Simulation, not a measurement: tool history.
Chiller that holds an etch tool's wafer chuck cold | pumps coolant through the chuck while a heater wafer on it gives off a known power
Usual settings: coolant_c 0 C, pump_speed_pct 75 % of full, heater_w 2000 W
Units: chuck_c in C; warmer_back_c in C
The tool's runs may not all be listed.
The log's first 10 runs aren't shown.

| run | hour | coolant_c | pump_speed_pct | heater_w | hours since the coolant was changed and the channels were flushed | hours since the pump was overhauled | hours since the chiller's thermometer was calibrated | chuck_c | warmer_back_c |
|---|---|---|---|---|---|---|---|---|---|
| 11 | 1513.1 | 0 | 75 | 2000 | 3568 | 7048 | 4051 | 21 | 8.64 |
|  | 1679.9 | coolant changed, channels flushed |
| 12 | 1691.8 | 0 | 75 | 2000 | 12 | 7220 | 4224 | 20.7 | 8.65 |
| 13 | 1799.3 | 0 | 75 | 1106 | 119 | 7328 | 4332 | 11.5 | 4.87 |
| 14 | 1901.1 | 0 | 75 | 2000 | 221 | 7430 | 4433 | 21.2 | 8.72 |
|  | 2107.3 | coolant pump overhauled |
| 15 | 2116 | 0 | 75 | 2000 | 431 | 9 | 4643 | 20.8 | 8.71 |
| 16 | 2222.3 | 0 | 75 | 2000 | 537 | 115 | 4750 | 21 | 8.75 |
| 17 | 2426.8 | 7 | 66 | 2000 | 742 | 319 | 4954 | 30.2 | 9.96 |
| 18 | 2568.4 | -6 | 87 | 2000 | 883 | 461 | 5096 | 12.7 | 7.6 |
|  | 2686.5 | chiller's thermometer calibrated |
| 19 | 2768.9 | 1 | 75 | 2000 | 1083 | 661 | 82 | 21.9 | 8.78 |
| 20 | 2941.5 | -10 | 76 | 2429 | 1256 | 833 | 255 | 15.2 | 10.49 |
| 21 | 3068.7 | -10 | 76 | 1852 | 1383 | 960 | 382 | 9.2 | 8.01 |
| 22 | 3188.1 | -8 | 75 | 1301 | 1502 | 1080 | 502 | 5.6 | 5.81 |
| 23 | 3413.2 | -7 | 72 | 1301 | 1727 | 1305 | 727 | 7 | 6.16 |
| 24 | 3518.9 | -7 | 72 | 1301 | 1833 | 1411 | 832 | 7 | 6.1 |
| 25 | 3688.2 | -8 | 75 | 2000 | 2002 | 1580 | 1002 | 13 | 8.81 |
| 26 | 3903.5 | 7 | 75 | 1886 | 2218 | 1795 | 1217 | 26.7 | 8.44 |
| 27 | 4076.6 | -1 | 85 | 2000 | 2391 | 1968 | 1390 | 17.8 | 7.83 |
| 28 | 4306.9 | -8 | 85 | 2136 | 2621 | 2199 | 1620 | 12.3 | 8.38 |
| 29 | 4419.5 | 4 | 67 | 2227 | 2734 | 2311 | 1733 | 29.6 | 11.07 |
| 30 | 4579 | 4 | 67 | 2227 | 2893 | 2471 | 1893 | 29.6 | 11.08 |

The next listed run, before its measurement:
|  | 4789.4 | gauge calibrated |
| 31 | 4806.6 | 4 | 75 | 2606 | 3121 | 2698 | 2120 | ? | ? |

{"run 31": {"chuck_c": 31.4, "warmer_back_c": 11.17}}
Without the tool's hidden state the same run would have given chuck_c 31.3 C, warmer_back_c 11.16 C.

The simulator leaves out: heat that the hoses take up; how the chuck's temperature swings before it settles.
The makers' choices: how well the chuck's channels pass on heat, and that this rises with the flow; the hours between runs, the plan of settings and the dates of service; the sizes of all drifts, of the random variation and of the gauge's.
